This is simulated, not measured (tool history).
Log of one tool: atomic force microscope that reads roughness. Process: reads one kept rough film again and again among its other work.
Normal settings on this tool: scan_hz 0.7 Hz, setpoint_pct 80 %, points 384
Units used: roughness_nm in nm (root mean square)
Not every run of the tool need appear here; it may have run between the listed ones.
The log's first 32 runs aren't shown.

run	hour	scan_hz	setpoint_pct	points	pictures with this tip	hours of work since the height scale was calibrated	roughness_nm
33	1164.3	1.644	88	825	196	118	1.999
34	1185.9	1.644	88	285	209	126	1.955
35	1217.3	0.902	88	768	229	139	2.107
36	1262.3	0.902	88	768	257	158	2.051
37	1307.7	1.536	80	316	285	176	1.968
38	1332.4	2.054	58	412	300	186	2.134
39	1364.3	1.85	58	423	320	199	2.105
# hour 1409.4: new tip fitted
40	1413.5	0.501	61	284	3	219	2.782
41	1450.2	2.124	78	298	26	234	2.363
42	1498.9	1.858	80	384	56	254	2.321
43	1544.8	1.858	80	384	85	273	2.267
44	1571	1.858	80	384	101	283	2.225
45	1605.4	1.858	80	820	123	297	2.205
46	1634.3	1.858	80	820	141	309	2.179
47	1662.4	1.09	72	474	158	320	2.344
48	1707.8	0.7	84	384	187	339	2.251
49	1752.8	0.683	88	384	215	357	2.185
50	1778.2	0.683	88	384	230	368	2.151
51	1800.8	0.683	88	384	245	377	2.121
52	1843.1	0.7	59	599	271	394	2.242

Branching from run 52: 5 alternative next runs. What would each branch give?
A	1867.6	1.479	59	599	286	404	?
B	1867.6	0.7	74	273	286	404	?
C	1867.6	0.7	80	565	286	404	?
D	1867.6	3.195	59	774	286	404	?
E	1867.6	0.546	63	599	286	404	?

run	roughness_nm
A	2.154
B	2.112
C	2.103
D	2.055
E	2.201
With the hidden condition removed and each run's random variation left untouched, the same runs would have given:
run	roughness_nm
A	2.769
B	2.715
C	2.704
D	2.642
E	2.828
